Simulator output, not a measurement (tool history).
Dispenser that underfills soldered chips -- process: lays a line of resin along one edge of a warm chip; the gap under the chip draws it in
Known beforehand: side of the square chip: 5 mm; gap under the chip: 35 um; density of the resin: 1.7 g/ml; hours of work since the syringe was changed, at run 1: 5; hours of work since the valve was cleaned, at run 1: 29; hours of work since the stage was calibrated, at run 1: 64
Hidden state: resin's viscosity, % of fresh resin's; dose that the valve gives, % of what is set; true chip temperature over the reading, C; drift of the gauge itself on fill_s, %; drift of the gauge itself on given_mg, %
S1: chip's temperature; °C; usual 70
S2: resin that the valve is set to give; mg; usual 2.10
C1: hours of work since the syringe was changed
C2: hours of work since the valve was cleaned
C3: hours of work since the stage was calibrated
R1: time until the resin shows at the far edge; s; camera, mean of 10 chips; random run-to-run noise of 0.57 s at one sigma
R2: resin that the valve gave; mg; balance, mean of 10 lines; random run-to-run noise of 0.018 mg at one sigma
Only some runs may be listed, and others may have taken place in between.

| run | hour | S1 | S2 | C1 | C2 | C3 | R1 | R2 |
|---|---|---|---|---|---|---|---|---|
| 1 | 0.0 | 70 | 2.10 | 5 | 29 | 64 | 55.1 | 2.07 |
|  | 5.2 | new syringe of resin |
| 2 | 13.5 | 70 | 2.10 | 6 | 39 | 73 | 60.1 | 2.02 |
|  | 17.1 | new syringe of resin |
| 3 | 21.9 | 70 | 2.10 | 3 | 44 | 79 | 52.9 | 2.01 |
|  | 28.2 | new syringe of resin |
| 4 | 30.4 | 70 | 2.10 | 2 | 50 | 85 | 50.9 | 2.01 |
|  | 39.2 | new syringe of resin |
| 5 | 44.6 | 70 | 2.10 | 4 | 60 | 94 | 55.7 | 1.94 |
|  | 50.8 | new syringe of resin |
| 6 | 54.3 | 70 | 2.10 | 2 | 67 | 101 | 51.6 | 1.99 |
|  | 62.5 | new syringe of resin |
| 7 | 69.0 | 56 | 2.10 | 5 | 77 | 111 | 127.1 | 1.99 |
|  | 74.0 | new syringe of resin |
|  | 78.5 | dispensing valve cleaned and set on the balance |
| 8 | 85.1 | 56 | 2.10 | 7 | 5 | 122 | 135.5 | 2.11 |
|  | 86.7 | new syringe of resin |
| 9 | 95.7 | 57 | 2.15 | 6 | 12 | 129 | 124.9 | 2.15 |
|  | 98.3 | new syringe of resin |
|  | 110.2 | new syringe of resin |
| 10 | 113.3 | 59 | 1.90 | 2 | 24 | 141 | 101.0 | 1.84 |
|  | 121.6 | new syringe of resin |
| 11 | 125.9 | 63 | 2.05 | 3 | 33 | 150 | 83.0 | 2.00 |
|  | 133.8 | new syringe of resin |
| 12 | 138.7 | 83 | 2.23 | 3 | 42 | 159 | 28.1 | 2.16 |
|  | 145.5 | new syringe of resin |
| 13 | 149.2 | 55 | 2.03 | 3 | 49 | 166 | 124.5 | 1.94 |

Forecast run 14:
|  | 157.3 | new syringe of resin |
| 14 | 159.6 | 55 | 2.03 | 2 | 56 | 173 | ? | ? |

{"run 14": {"R1": 120.9, "R2": 1.94}}
Minus the tool's unlogged condition, the same run would have read R1 112.5 s, R2 2.03 mg.
